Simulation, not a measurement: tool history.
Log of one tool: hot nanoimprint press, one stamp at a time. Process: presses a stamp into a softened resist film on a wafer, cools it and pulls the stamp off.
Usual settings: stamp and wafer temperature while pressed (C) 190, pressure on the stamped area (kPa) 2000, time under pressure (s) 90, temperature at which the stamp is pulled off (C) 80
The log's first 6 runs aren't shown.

run,hour,stamp and wafer temperature while pressed (C),pressure on the stamped area (kPa),time under pressure (s),temperature at which the stamp is pulled off (C),hours of work since the thermocouple was calibrated,imprints on the stamp's release coat,hours of work since the press's seals were changed,resist left under the stamp's widest pad (angstrom),greatest force while the stamp is pulled off (N)
7,169.6,187,2000,90,80,335,278,123,1572,172
8,200.2,190,2850,90,80,350,374,138,1164,177
9,226.4,190,2850,90,80,362,456,151,1164,181
10,262.7,190,2000,90,74,379,570,168,1389,217
11,298.1,190,2000,90,80,396,681,185,1380,190
12,334.8,190,2000,90,80,414,796,202,1382,200
13,370.2,190,2000,90,80,431,907,219,1379,205
14,389.3,190,2000,90,87,440,967,228,1377,170
15,434.2,190,2000,90,87,462,1108,250,1382,175
16,465.9,190,2000,164,87,477,1207,265,1074,179
17,509.9,183,2000,54,77,498,1345,286,2165,253
# hour 538.6: plate thermocouple calibrated
18,542.1,190,1250,111,76,2,1436,300,1650,278
19,570.9,190,2320,67,80,15,1526,314,1510,254
20,607.5,190,2320,67,80,33,1641,331,1508,257
21,638.6,188,2000,152,80,48,1738,346,1248,266
22,659.5,188,2000,152,80,58,1804,356,1243,272

Forecast run 23:
23,693.5,197,2470,90,80,74,1911,372,?,?

Run 23 gave resist left under the stamp's widest pad (angstrom) 983, greatest force while the stamp is pulled off (N) 276.
Without the tool's hidden state the same run would have given resist left under the stamp's widest pad (angstrom) 990, greatest force while the stamp is pulled off (N) 159.

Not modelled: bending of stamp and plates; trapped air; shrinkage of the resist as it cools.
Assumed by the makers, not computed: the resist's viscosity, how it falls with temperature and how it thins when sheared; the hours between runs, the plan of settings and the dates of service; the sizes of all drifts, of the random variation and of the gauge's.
